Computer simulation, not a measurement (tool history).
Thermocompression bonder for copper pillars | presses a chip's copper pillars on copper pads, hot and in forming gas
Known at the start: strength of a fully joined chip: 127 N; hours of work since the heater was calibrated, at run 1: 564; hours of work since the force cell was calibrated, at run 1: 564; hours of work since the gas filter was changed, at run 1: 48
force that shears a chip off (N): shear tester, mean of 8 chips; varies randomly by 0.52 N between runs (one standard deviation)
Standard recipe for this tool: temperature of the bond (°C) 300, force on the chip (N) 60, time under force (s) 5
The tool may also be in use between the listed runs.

run,hour,temperature of the bond (°C),force on the chip (N),time under force (s),hours of work since the heater was calibrated,hours of work since the force cell was calibrated,hours of work since the gas filter was changed,force that shears a chip off (N)
1,0.0,300,60,5,564,564,48,87.1
2,23.8,313,60,5,581,581,65,92.9
3,55.6,313,60,8,604,604,87,100.8
4,114.2,313,60,8,645,645,129,100.3
5,167.8,300,60,9,683,683,167,96.5
6,200.0,300,60,9,706,706,190,97.0
7,235.6,300,60,9,731,731,215,95.5
# hour 256.2: forming gas filter changed
8,285.4,300,60,5,766,766,21,89.0
9,340.8,300,60,5,805,805,60,87.9
10,391.1,303,60,5,841,841,96,88.7
11,444.6,303,60,5,879,879,134,88.3
12,468.8,303,74,5,896,896,151,100.2
13,521.4,300,60,5,934,934,188,86.3
14,548.6,273,65,7,953,953,207,85.6
15,577.5,281,54,4,973,973,228,64.7
# hour 581.4: forming gas filter changed
16,611.7,324,51,5,997,997,21,91.4
17,643.2,283,60,6,1020,1020,44,85.9
18,674.7,300,47,5,1042,1042,66,74.0
19,724.4,300,47,5,1077,1077,101,73.6
20,763.3,324,49,3,1105,1105,129,75.4
21,794.7,300,86,5,1127,1127,151,106.7
22,825.4,300,68,6,1149,1149,173,98.0
23,879.3,319,85,6,1187,1187,211,111.9
# hour 905.1: forming gas filter changed
24,907.9,319,85,4,1207,1207,2,114.5
25,951.8,319,85,4,1238,1238,33,113.0

Difference, measured minus no-hidden-state, one row per run. Run-to-run variation is common to both terms; the gauge's own scatter need not be:
What the log doesn't record here: true temperature of the bond over the reading, C; force that reaches the chip, % of what is set; oxide that the forming gas leaves, % of the face; drift of the gauge itself on shear_n, %.
run,force that shears a chip off (N)
1,+1.7
2,+1.0
3,-0.1
4,-1.1
5,-1.6
6,-2.2
7,-2.8
8,+3.7
9,+3.1
10,+2.3
11,+1.6
12,+0.1
13,+0.7
14,+0.7
15,+1.3
16,+4.9
17,+5.1
18,+4.7
19,+4.1
20,+3.4
21,+0.3
22,+1.1
23,-3.4
24,+4.6
25,+3.7
